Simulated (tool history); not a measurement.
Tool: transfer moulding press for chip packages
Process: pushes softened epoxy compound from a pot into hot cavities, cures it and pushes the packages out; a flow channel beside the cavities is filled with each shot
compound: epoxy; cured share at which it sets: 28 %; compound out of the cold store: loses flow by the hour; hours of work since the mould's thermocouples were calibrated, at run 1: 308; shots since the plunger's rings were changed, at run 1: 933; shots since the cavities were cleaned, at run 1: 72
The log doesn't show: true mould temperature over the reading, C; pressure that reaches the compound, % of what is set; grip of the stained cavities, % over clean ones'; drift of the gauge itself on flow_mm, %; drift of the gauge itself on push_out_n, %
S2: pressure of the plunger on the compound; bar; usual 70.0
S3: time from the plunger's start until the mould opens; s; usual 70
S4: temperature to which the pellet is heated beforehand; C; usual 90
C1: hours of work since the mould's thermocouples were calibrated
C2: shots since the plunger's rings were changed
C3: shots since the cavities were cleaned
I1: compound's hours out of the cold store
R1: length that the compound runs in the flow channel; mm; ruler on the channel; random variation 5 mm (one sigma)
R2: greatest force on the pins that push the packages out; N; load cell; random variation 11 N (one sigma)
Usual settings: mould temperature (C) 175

run 1 day=0.000 | mould_temperature_(C)=175 S2=70.0 S3=70 S4=90 | C1=308 C2=933 C3=72 | I1=20.0 | R1=833 R2=499
-- day=2.529 cavities cleaned with cleaning compound and waxed
run 2 day=2.712 | mould_temperature_(C)=175 S2=70.0 S3=70 S4=90 | C1=344 C2=1807 C3=61 | I1=15.6 | R1=854 R2=501
-- day=5.404 cavities cleaned with cleaning compound and waxed
run 3 day=5.817 | mould_temperature_(C)=175 S2=70.0 S3=70 S4=90 | C1=384 C2=2809 C3=136 | I1=19.9 | R1=831 R2=508
-- day=8.371 cavities cleaned with cleaning compound and waxed
run 4 day=8.612 | mould_temperature_(C)=175 S2=70.0 S3=52 S4=90 | C1=420 C2=3709 C3=79 | I1=16.8 | R1=851 R2=1024
-- day=10.321 plunger's sealing rings changed
-- day=11.271 cavities cleaned with cleaning compound and waxed
run 5 day=11.271 | mould_temperature_(C)=175 S2=70.0 S3=87 S4=90 | C1=453 C2=291 C3=0 | I1=36.6 | R1=797 R2=416
-- day=14.000 cavities cleaned with cleaning compound and waxed
run 6 day=15.312 | mould_temperature_(C)=175 S2=70.0 S3=87 S4=90 | C1=506 C2=1603 C3=433 | I1=34.2 | R1=803 R2=421
-- day=16.958 cavities cleaned with cleaning compound and waxed
run 7 day=19.321 | mould_temperature_(C)=175 S2=70.0 S3=87 S4=90 | C1=559 C2=2904 C3=779 | I1=41.3 | R1=775 R2=416
-- day=19.696 cavities cleaned with cleaning compound and waxed
run 8 day=21.646 | mould_temperature_(C)=175 S2=70.0 S3=87 S4=90 | C1=589 C2=3649 C3=643 | I1=12.8 | R1=854 R2=411
-- day=22.375 cavities cleaned with cleaning compound and waxed
-- day=22.829 mould's thermocouples calibrated
-- day=23.821 plunger's sealing rings changed
-- day=25.258 cavities cleaned with cleaning compound and waxed
run 9 day=25.467 | mould_temperature_(C)=173 S2=70.0 S3=70 S4=90 | C1=33 C2=521 C3=68 | I1=37.0 | R1=791 R2=525
-- day=28.012 cavities cleaned with cleaning compound and waxed
run 10 day=28.896 | mould_temperature_(C)=173 S2=70.0 S3=70 S4=90 | C1=78 C2=1631 C3=291 | I1=19.6 | R1=839 R2=550
-- day=31.042 cavities cleaned with cleaning compound and waxed
run 11 day=31.550 | mould_temperature_(C)=173 S2=70.0 S3=70 S4=90 | C1=112 C2=2484 C3=167 | I1=34.9 | R1=795 R2=521
run 12 day=33.267 | mould_temperature_(C)=173 S2=70.0 S3=70 S4=90 | C1=135 C2=3051 C3=734 | I1=19.7 | R1=840 R2=546
-- day=33.804 cavities cleaned with cleaning compound and waxed
-- day=36.833 cavities cleaned with cleaning compound and waxed
-- day=37.100 plunger's sealing rings changed
run 13 day=37.388 | mould_temperature_(C)=173 S2=70.0 S3=70 S4=90 | C1=186 C2=93 C3=148 | I1=29.7 | R1=811 R2=561
-- day=39.812 cavities cleaned with cleaning compound and waxed
run 14 day=40.225 | mould_temperature_(C)=179 S2=60.1 S3=110 S4=89 | C1=223 C2=1008 C3=136 | I1=47.0 | R1=698 R2=382
-- day=42.654 cavities cleaned with cleaning compound and waxed
run 15 day=43.804 | mould_temperature_(C)=179 S2=60.1 S3=110 S4=82 | C1=270 C2=2168 C3=379 | I1=20.8 | R1=769 R2=401
-- day=45.654 cavities cleaned with cleaning compound and waxed
run 16 day=47.138 | mould_temperature_(C)=179 S2=60.1 S3=110 S4=82 | C1=313 C2=3246 C3=489 | I1=10.5 | R1=795 R2=401
-- day=48.608 cavities cleaned with cleaning compound and waxed
run 17 day=49.250 | mould_temperature_(C)=179 S2=87.1 S3=110 S4=98 | C1=341 C2=3921 C3=212 | I1=9.6 | R1=944 R2=418
-- day=50.242 plunger's sealing rings changed
-- day=51.512 cavities cleaned with cleaning compound and waxed
run 18 day=51.642 | mould_temperature_(C)=179 S2=87.1 S3=110 S4=98 | C1=370 C2=442 C3=44 | I1=19.4 | R1=928 R2=400
run 19 day=54.029 | mould_temperature_(C)=179 S2=87.1 S3=110 S4=98 | C1=402 C2=1228 C3=830 | I1=37.0 | R1=870 R2=409
-- day=54.338 cavities cleaned with cleaning compound and waxed
run 20 day=56.804 | mould_temperature_(C)=175 S2=76.7 S3=106 S4=96 | C1=438 C2=2122 C3=813 | I1=14.8 | R1=876 R2=412
-- day=57.204 cavities cleaned with cleaning compound and waxed
run 21 day=58.633 | mould_temperature_(C)=175 S2=70.0 S3=71 S4=90 | C1=461 C2=2704 C3=471 | I1=35.2 | R1=795 R2=463
-- day=60.000 cavities cleaned with cleaning compound and waxed
run 22 day=61.104 | mould_temperature_(C)=172 S2=60.9 S3=104 S4=94 | C1=493 C2=3498 C3=365 | I1=16.7 | R1=799 R2=402
-- day=62.879 cavities cleaned with cleaning compound and waxed
-- day=63.558 plunger's sealing rings changed
run 23 day=64.717 | mould_temperature_(C)=172 S2=60.9 S3=104 S4=94 | C1=539 C2=382 C3=572 | I1=9.0 | R1=821 R2=421
-- day=65.671 cavities cleaned with cleaning compound and waxed
run 24 day=68.217 | mould_temperature_(C)=172 S2=60.9 S3=104 S4=94 | C1=585 C2=1515 C3=839 | I1=44.8 | R1=720 R2=426
-- day=68.504 cavities cleaned with cleaning compound and waxed
-- day=69.779 mould's thermocouples calibrated
run 25 day=71.125 | mould_temperature_(C)=179 S2=60.5 S3=70 S4=90 | C1=18 C2=2426 C3=837 | I1=24.3 | R1=760 R2=427
-- day=71.362 cavities cleaned with cleaning compound and waxed
-- day=74.108 cavities cleaned with cleaning compound and waxed
run 26 day=74.108 | mould_temperature_(C)=167 S2=60.5 S3=70 S4=90 | C1=56 C2=3367 C3=0 | I1=27.2 | R1=768 R2=807

3 ways to go on from here, each from the tool as it stands after run 26. What would each give?
-- day=76.883 plunger's sealing rings changed
-- day=76.946 cavities cleaned with cleaning compound and waxed
run A day=77.804 | mould_temperature_(C)=175 S2=70.0 S3=73 S4=90 | C1=103 C2=282 C3=282 | I1=16.0 | R1=? R2=?
-- day=76.883 plunger's sealing rings changed
-- day=76.946 cavities cleaned with cleaning compound and waxed
run B day=77.804 | mould_temperature_(C)=180 S2=60.5 S3=91 S4=81 | C1=103 C2=282 C3=282 | I1=18.0 | R1=? R2=?
-- day=76.883 plunger's sealing rings changed
-- day=76.946 cavities cleaned with cleaning compound and waxed
run C day=77.804 | mould_temperature_(C)=173 S2=70.0 S3=95 S4=91 | C1=103 C2=282 C3=282 | I1=42.5 | R1=? R2=?

run=A R1=843 R2=460
run=B R1=779 R2=410
run=C R1=775 R2=410
Without the tool's hidden state the same runs would have given:
run=A R1=843 R2=457
run=B R1=779 R2=407
run=C R1=775 R2=408

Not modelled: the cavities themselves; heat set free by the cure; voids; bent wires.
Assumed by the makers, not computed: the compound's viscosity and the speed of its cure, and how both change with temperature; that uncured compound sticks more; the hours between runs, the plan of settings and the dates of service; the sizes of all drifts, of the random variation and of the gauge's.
